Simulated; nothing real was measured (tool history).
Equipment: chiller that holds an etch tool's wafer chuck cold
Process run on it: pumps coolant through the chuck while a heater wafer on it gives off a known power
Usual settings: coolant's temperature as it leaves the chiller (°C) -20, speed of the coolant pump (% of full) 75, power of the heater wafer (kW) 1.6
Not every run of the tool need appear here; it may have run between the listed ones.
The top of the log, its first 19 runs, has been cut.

run    hour  coolant's temperature as it leaves the chiller (°C)  speed of the coolant pump (% of full)  power of the heater wafer (kW)  chuck's temperature once it has settled (°C)  how much warmer the coolant comes back (C)
 20  1810.9                                                  -28                                     82                           2.137                                           5.8                                        8.01
 21  1907.7                                                  -26                                     76                           2.137                                           9.5                                        8.68
     1978.4  -- coolant changed, channels flushed
 22  1987.7                                                  -20                                     62                            1.05                                          -3.8                                        5.41
 23  2060.7                                                  -22                                     83                             1.6                                          -1.8                                         5.9
 24  2144.4                                                  -20                                     75                           1.483                                           0.3                                        6.23
 25    2254                                                  -20                                     75                           1.483                                           0.3                                        6.13
 26  2344.8                                                  -15                                     85                           1.924                                           9.4                                        6.94
 27  2396.7                                                  -15                                     85                           2.172                                          12.5                                        7.79
 28  2489.2                                                  -15                                     85                           2.172                                          12.4                                        7.82
 29  2583.9                                                  -27                                     68                             0.8                                         -14.9                                        3.69
 30    2682                                                  -27                                     68                             0.8                                         -15.1                                        3.75
 31  2794.2                                                  -11                                     75                             1.6                                          11.3                                        6.71

4 options for the next run, each taken on its own from the tool as it stands now. Forecast them:
  A  2912.8                                                  -14                                     75                           2.056                                             ?                                           ?
  B  2912.8                                                  -20                                     75                           1.262                                             ?                                           ?
  C  2912.8                                                  -18                                     75                             1.6                                             ?                                           ?
  D  2912.8                                                  -11                                     97                           0.985                                             ?                                           ?

run  chuck's temperature once it has settled (°C)  how much warmer the coolant comes back (C)
  A                                          14.7                                        8.63
  B                                          -2.3                                        5.28
  C                                           4.4                                        6.69
  D                                           0.7                                        3.14
Take away the tool's hidden state, keep each run's random variation, and the runs would have read:
run  chuck's temperature once it has settled (°C)  how much warmer the coolant comes back (C)
  A                                          12.6                                        7.92
  B                                          -3.7                                        4.84
  C                                           2.7                                        6.14
  D                                          -0.3                                        2.89
